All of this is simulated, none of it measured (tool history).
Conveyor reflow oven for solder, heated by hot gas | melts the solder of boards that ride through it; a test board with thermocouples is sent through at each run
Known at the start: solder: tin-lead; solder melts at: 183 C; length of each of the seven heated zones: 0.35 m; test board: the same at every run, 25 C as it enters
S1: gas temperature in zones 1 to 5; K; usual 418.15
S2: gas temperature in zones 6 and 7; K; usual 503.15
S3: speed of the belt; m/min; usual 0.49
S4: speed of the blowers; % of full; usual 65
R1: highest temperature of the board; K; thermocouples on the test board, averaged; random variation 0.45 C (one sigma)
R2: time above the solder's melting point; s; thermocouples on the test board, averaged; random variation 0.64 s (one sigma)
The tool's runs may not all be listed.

| run | hour | S1 | S2 | S3 | S4 | R1 | R2 |
|---|---|---|---|---|---|---|---|
| 1 | 0 | 418.15 | 503.15 | 0.49 | 65 | 486.15 | 61.8 |
| 2 | 7.4 | 418.15 | 503.15 | 0.49 | 65 | 486.15 | 62.1 |
| 3 | 11.6 | 418.15 | 503.15 | 0.49 | 65 | 484.65 | 61.4 |
| 4 | 16.7 | 418.15 | 503.15 | 0.548 | 65 | 482.75 | 52.2 |
| 5 | 25.9 | 418.15 | 503.15 | 0.49 | 65 | 486.35 | 61.6 |
| 6 | 34 | 418.15 | 503.15 | 0.49 | 65 | 486.05 | 60 |
| 7 | 43.1 | 416.15 | 503.15 | 0.49 | 65 | 485.05 | 60.8 |
| 8 | 47.9 | 416.15 | 503.15 | 0.49 | 58 | 482.85 | 58.9 |
| 9 | 55.6 | 418.15 | 503.15 | 0.49 | 65 | 485.05 | 62.2 |
| 10 | 60.7 | 418.15 | 503.15 | 0.49 | 65 | 486.05 | 61 |
| 11 | 70.8 | 418.15 | 503.15 | 0.49 | 65 | 485.35 | 62.4 |
| 12 | 79.8 | 418.15 | 503.15 | 0.49 | 65 | 485.45 | 61.1 |
| 13 | 85.9 | 418.15 | 503.15 | 0.49 | 65 | 484.85 | 61.6 |
| 14 | 95 | 423.15 | 515.15 | 0.411 | 82 | 504.85 | 95.4 |
| 15 | 104.7 | 432.15 | 503.15 | 0.527 | 68 | 486.55 | 65.2 |
| 16 | 113.4 | 419.15 | 515.15 | 0.524 | 50 | 488.25 | 60 |
| 17 | 121.5 | 419.15 | 515.15 | 0.524 | 50 | 489.15 | 59.3 |
| 18 | 130.5 | 419.15 | 515.15 | 0.434 | 50 | 495.35 | 80.6 |
|  | 136 | flux residue cleaned out of gas plates and filters |
| 19 | 140.3 | 419.15 | 515.15 | 0.434 | 50 | 495.35 | 79.1 |

The next listed run, before its measurement:
| 20 | 147.3 | 419.15 | 515.15 | 0.434 | 50 | ? | ? |

R1: 495.05 K
R2: 80.4 s
Without the tool's hidden state the same run would have given R1 499.05 K, R2 84.1 s.
